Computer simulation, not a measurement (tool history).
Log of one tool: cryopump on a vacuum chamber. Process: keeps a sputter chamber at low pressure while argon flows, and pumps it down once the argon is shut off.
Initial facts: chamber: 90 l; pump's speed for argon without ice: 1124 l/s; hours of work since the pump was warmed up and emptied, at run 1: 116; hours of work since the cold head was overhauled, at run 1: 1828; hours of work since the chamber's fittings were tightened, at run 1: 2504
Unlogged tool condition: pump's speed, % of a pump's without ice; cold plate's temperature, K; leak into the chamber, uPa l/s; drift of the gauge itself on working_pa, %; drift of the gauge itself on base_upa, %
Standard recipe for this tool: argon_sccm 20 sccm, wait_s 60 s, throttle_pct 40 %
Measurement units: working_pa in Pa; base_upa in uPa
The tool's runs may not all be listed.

run   hour  argon_sccm  wait_s  throttle_pct  hours of work since the pump was warmed up and emptied  hours of work since the cold head was overhauled  hours of work since the chamber's fittings were tightened  working_pa  base_upa
  1    0.0          20      60            40                                                     116                                              1828                                                       2504      0.0766      3.61
  2   34.2          20      60            40                                                     138                                              1850                                                       2526      0.0770      3.68
  3   83.5          33      60            40                                                     170                                              1881                                                       2558      0.1276      3.62
  4  121.4          20      25            40                                                     194                                              1906                                                       2582      0.0781      6.84
  5  175.2          12      60            40                                                     229                                              1940                                                       2617      0.0463      3.67
  6  236.3          20      60            40                                                     268                                              1979                                                       2656      0.0793      3.81
  7  284.4          36      60            40                                                     299                                              2010                                                       2687      0.1410      3.78
  8  354.3          36      60            40                                                     344                                              2055                                                       2732      0.1414      3.86
  9  423.0          36      60            40                                                     388                                              2099                                                       2776      0.1435      3.92
 10  496.3          23      60            40                                                     435                                              2146                                                       2823      0.0922      3.92
 11  532.1          20      47            40                                                     458                                              2169                                                       2846      0.0807      4.47
 12  587.2          20      60            40                                                     493                                              2205                                                       2881      0.0809      3.96
 13  624.5          20      60            40                                                     517                                              2229                                                       2905      0.0820      3.82
     676.6  -- pump warmed up, emptied and cooled again
 14  684.9          20      60            31                                                       5                                              2264                                                       2940      0.0975      3.71
 15  728.3          20      29            40                                                      33                                              2292                                                       2968      0.0757      6.07
 16  794.5          20      29            40                                                      76                                              2334                                                       3011      0.0769      6.21
 17  849.5          20      29            40                                                     111                                              2370                                                       3046      0.0768      6.26
 18  926.4          20      60            40                                                     160                                              2419                                                       3095      0.0779      3.97
 19  999.7          31      49            44                                                     207                                              2466                                                       3142      0.1095      4.47

Estimate the outcome of run 20 from the log above:
 20  1045.5          12      60            16                                                     237                                              2496                                                       3172           ?         ?

working_pa: 0.1151 Pa
base_upa: 3.95 uPa
If the tool had no hidden condition, the same run with the same run-to-run variation would have returned working_pa 0.1132 Pa, base_upa 2.49 uPa.
